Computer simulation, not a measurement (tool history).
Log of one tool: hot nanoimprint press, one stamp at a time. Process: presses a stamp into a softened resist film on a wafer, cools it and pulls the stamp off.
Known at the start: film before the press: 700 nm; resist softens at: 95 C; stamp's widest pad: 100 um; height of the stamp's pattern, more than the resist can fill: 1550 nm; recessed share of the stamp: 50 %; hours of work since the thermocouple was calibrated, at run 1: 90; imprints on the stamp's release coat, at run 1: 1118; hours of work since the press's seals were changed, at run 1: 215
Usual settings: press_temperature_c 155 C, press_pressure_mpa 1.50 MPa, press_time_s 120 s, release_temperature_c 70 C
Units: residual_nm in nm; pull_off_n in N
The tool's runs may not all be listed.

| run | hour | press_temperature_c | press_pressure_mpa | press_time_s | release_temperature_c | hours of work since the thermocouple was calibrated | imprints on the stamp's release coat | hours of work since the press's seals were changed | residual_nm | pull_off_n |
|---|---|---|---|---|---|---|---|---|---|---|
| 1 | 0.0 | 155 | 1.50 | 120 | 70 | 90 | 1118 | 215 | 429.3 | 285 |
| 2 | 25.1 | 155 | 1.50 | 120 | 70 | 109 | 1193 | 234 | 424.2 | 276 |
| 3 | 44.8 | 155 | 1.50 | 98 | 70 | 124 | 1252 | 249 | 455.4 | 276 |
| 4 | 78.6 | 155 | 1.50 | 74 | 70 | 150 | 1352 | 275 | 496.7 | 278 |
| 5 | 109.8 | 155 | 1.50 | 74 | 70 | 173 | 1445 | 298 | 493.7 | 297 |
| 6 | 144.2 | 155 | 1.50 | 70 | 70 | 199 | 1548 | 324 | 504.0 | 290 |
| 7 | 177.0 | 155 | 1.50 | 120 | 70 | 224 | 1645 | 349 | 436.3 | 312 |
| 8 | 203.6 | 155 | 1.50 | 120 | 70 | 244 | 1724 | 369 | 434.7 | 313 |
|  | 208.2 | plate thermocouple calibrated |
| 9 | 229.9 | 155 | 1.50 | 120 | 70 | 16 | 1794 | 387 | 455.9 | 315 |
| 10 | 249.8 | 155 | 1.50 | 120 | 70 | 32 | 1853 | 402 | 457.9 | 315 |
| 11 | 272.8 | 155 | 1.50 | 120 | 70 | 49 | 1921 | 420 | 454.6 | 327 |
|  | 278.5 | plate thermocouple calibrated, once more |
|  | 296.1 | stamp cleaned and given a new release coat |
| 12 | 297.1 | 155 | 1.50 | 120 | 70 | 10 | 3 | 431 | 426.2 | 218 |
| 13 | 331.4 | 155 | 1.50 | 120 | 70 | 36 | 105 | 457 | 429.6 | 218 |
| 14 | 362.0 | 158 | 1.50 | 120 | 55 | 59 | 196 | 480 | 370.4 | 299 |
| 15 | 382.1 | 144 | 1.03 | 120 | 55 | 74 | 256 | 496 | 651.8 | 304 |
| 16 | 408.6 | 151 | 1.50 | 72 | 70 | 94 | 335 | 516 | 573.1 | 230 |
| 17 | 425.8 | 151 | 1.50 | 72 | 70 | 107 | 386 | 529 | 574.6 | 233 |
| 18 | 442.2 | 155 | 1.97 | 80 | 55 | 120 | 435 | 541 | 452.2 | 322 |
| 19 | 475.6 | 155 | 1.97 | 80 | 55 | 145 | 534 | 566 | 452.0 | 311 |
| 20 | 489.5 | 155 | 1.97 | 80 | 55 | 155 | 576 | 577 | 449.5 | 324 |
| 21 | 513.7 | 155 | 1.97 | 80 | 55 | 174 | 648 | 595 | 460.4 | 335 |
| 22 | 541.2 | 152 | 1.85 | 120 | 70 | 195 | 729 | 616 | 479.4 | 242 |
| 23 | 575.4 | 164 | 2.24 | 120 | 70 | 220 | 831 | 642 | 225.8 | 264 |
| 24 | 609.2 | 157 | 1.45 | 83 | 56 | 246 | 932 | 668 | 458.5 | 349 |
| 25 | 626.9 | 152 | 1.45 | 212 | 73 | 260 | 985 | 681 | 451.3 | 262 |
| 26 | 650.4 | 155 | 1.50 | 107 | 70 | 277 | 1054 | 699 | 469.6 | 275 |

How the hidden state differs across the entries between the runs, from the last listed run before each to the first after it:
Between runs 8 and 9: plate thermocouple calibrated (hour 208.2)
  true temperature over the reading, C: -0.82 -> -1.4; pressure that arrives at the usual setting, %: 97.11 -> 96.97; grip of the stamp's worn release coat, % over a new coat's: 45 -> 46.9
  measured less the result without the state, residual_nm: +22.1 -> +35.3 nm; pull_off_n: +101 -> +108 N
Between runs 11 and 12: plate thermocouple calibrated, once more (hour 278.5); stamp cleaned and given a new release coat (hour 296.1)
  true temperature over the reading, C: -1.53 -> -0.16; pressure that arrives at the usual setting, %: 96.7 -> 96.61; grip of the stamp's worn release coat, % over a new coat's: 50.5 -> 0.1
  measured less the result without the state, residual_nm: +38.1 -> +8.7 nm; pull_off_n: +117 -> +1 N
